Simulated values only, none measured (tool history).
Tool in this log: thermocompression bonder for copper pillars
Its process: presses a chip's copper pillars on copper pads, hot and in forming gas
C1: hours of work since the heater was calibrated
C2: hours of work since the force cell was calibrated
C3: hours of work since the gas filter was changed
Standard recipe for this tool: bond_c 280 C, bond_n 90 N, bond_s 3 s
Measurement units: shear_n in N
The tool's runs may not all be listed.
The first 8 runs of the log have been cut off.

run 9 hour=374.2 | bond_c=280 bond_n=90 bond_s=5 | C1=287 C2=415 C3=367 | shear_n=69
run 10 hour=403.5 | bond_c=280 bond_n=90 bond_s=5 | C1=310 C2=437 C3=389 | shear_n=69.9
run 11 hour=437 | bond_c=280 bond_n=90 bond_s=5 | C1=336 C2=463 C3=415 | shear_n=71
-- hour=484.5 forming gas filter changed
run 12 hour=492.6 | bond_c=280 bond_n=90 bond_s=5 | C1=378 C2=505 C3=6 | shear_n=70.4
run 13 hour=536.1 | bond_c=280 bond_n=90 bond_s=5 | C1=411 C2=539 C3=40 | shear_n=71.7
run 14 hour=584.6 | bond_c=280 bond_n=90 bond_s=3 | C1=449 C2=576 C3=77 | shear_n=62.4
run 15 hour=618.8 | bond_c=280 bond_n=90 bond_s=3 | C1=475 C2=602 C3=103 | shear_n=62.7
run 16 hour=662.1 | bond_c=280 bond_n=90 bond_s=3 | C1=508 C2=635 C3=136 | shear_n=61.7
run 17 hour=723.3 | bond_c=280 bond_n=90 bond_s=3 | C1=555 C2=682 C3=183 | shear_n=60.9
run 18 hour=777.3 | bond_c=280 bond_n=90 bond_s=3 | C1=597 C2=724 C3=225 | shear_n=61
run 19 hour=816.7 | bond_c=280 bond_n=90 bond_s=3 | C1=627 C2=754 C3=255 | shear_n=62.8
run 20 hour=854.9 | bond_c=301 bond_n=61 bond_s=3 | C1=656 C2=783 C3=284 | shear_n=62.7
run 21 hour=908.5 | bond_c=257 bond_n=90 bond_s=3 | C1=697 C2=825 C3=326 | shear_n=50.3
run 22 hour=963.9 | bond_c=280 bond_n=95 bond_s=2 | C1=740 C2=867 C3=368 | shear_n=56.8
run 23 hour=1005.4 | bond_c=280 bond_n=112 bond_s=2 | C1=772 C2=899 C3=400 | shear_n=61.1
run 24 hour=1053.1 | bond_c=280 bond_n=92 bond_s=2 | C1=808 C2=936 C3=437 | shear_n=56.4

Forecast run 25:
-- hour=1075.2 forming gas filter changed
run 25 hour=1102.5 | bond_c=269 bond_n=57 bond_s=2 | C1=846 C2=973 C3=21 | shear_n=?

shear_n: 38.4 N
With the hidden condition absent and the run-to-run variation left alone, this run would have shown shear_n 38.6 N.
